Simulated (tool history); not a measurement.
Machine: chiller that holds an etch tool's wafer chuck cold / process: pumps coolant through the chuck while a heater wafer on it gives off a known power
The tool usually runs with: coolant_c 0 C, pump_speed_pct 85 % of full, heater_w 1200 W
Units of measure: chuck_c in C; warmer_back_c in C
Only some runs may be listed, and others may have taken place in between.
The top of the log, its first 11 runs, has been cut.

| run | hour | coolant_c | pump_speed_pct | heater_w | chuck_c | warmer_back_c |
|---|---|---|---|---|---|---|
| 12 | 334.3 | 0 | 85 | 1200 | 11.0 | 2.89 |
| 13 | 362.8 | 0 | 85 | 1200 | 11.0 | 2.87 |
| 14 | 386.5 | 0 | 85 | 634 | 5.8 | 1.57 |
| 15 | 425.4 | 2 | 85 | 1200 | 13.2 | 2.93 |
| 16 | 464.5 | 2 | 85 | 1200 | 13.3 | 2.92 |
| 17 | 505.0 | 5 | 83 | 943 | 13.8 | 2.43 |
| 18 | 536.6 | 6 | 90 | 1200 | 16.5 | 2.77 |
| 19 | 557.4 | 7 | 74 | 1484 | 22.2 | 4.08 |
| 20 | 597.9 | 10 | 69 | 798 | 18.5 | 2.52 |
| 21 | 635.6 | 3 | 85 | 1200 | 14.3 | 2.98 |
| 22 | 669.4 | 3 | 85 | 1200 | 14.2 | 3.02 |
| 23 | 696.1 | -2 | 98 | 1640 | 11.9 | 3.50 |
| 24 | 729.0 | -2 | 98 | 1640 | 11.8 | 3.51 |
| 25 | 751.4 | 10 | 98 | 1640 | 23.7 | 3.55 |
| 26 | 790.4 | 0 | 99 | 1200 | 10.2 | 2.65 |
| 27 | 808.0 | 3 | 85 | 1200 | 14.1 | 3.09 |
| 28 | 832.8 | 3 | 85 | 1200 | 14.1 | 3.08 |
| 29 | 868.6 | 3 | 85 | 1200 | 14.1 | 3.12 |
| 30 | 897.9 | -9 | 85 | 1424 | 4.2 | 3.64 |
| 31 | 934.2 | -5 | 85 | 1479 | 8.8 | 3.82 |

What if the next run were any one of these 5? Each begins from the tool's condition after run 31:
| A | 954.0 | 0 | 72 | 748 | ? | ? |
| B | 954.0 | 0 | 68 | 934 | ? | ? |
| C | 954.0 | 7 | 85 | 1200 | ? | ? |
| D | 954.0 | -5 | 71 | 870 | ? | ? |
| E | 954.0 | -4 | 85 | 1201 | ? | ? |

| run | chuck_c | warmer_back_c |
|---|---|---|
| A | 7.9 | 2.46 |
| B | 10.1 | 3.10 |
| C | 18.2 | 3.20 |
| D | 4.1 | 2.81 |
| E | 7.3 | 3.18 |
Take away the tool's hidden state, keep each run's random variation, and the runs would have read:
| run | chuck_c | warmer_back_c |
|---|---|---|
| A | 7.9 | 1.99 |
| B | 10.1 | 2.63 |
| C | 18.2 | 2.73 |
| D | 4.1 | 2.34 |
| E | 7.3 | 2.71 |

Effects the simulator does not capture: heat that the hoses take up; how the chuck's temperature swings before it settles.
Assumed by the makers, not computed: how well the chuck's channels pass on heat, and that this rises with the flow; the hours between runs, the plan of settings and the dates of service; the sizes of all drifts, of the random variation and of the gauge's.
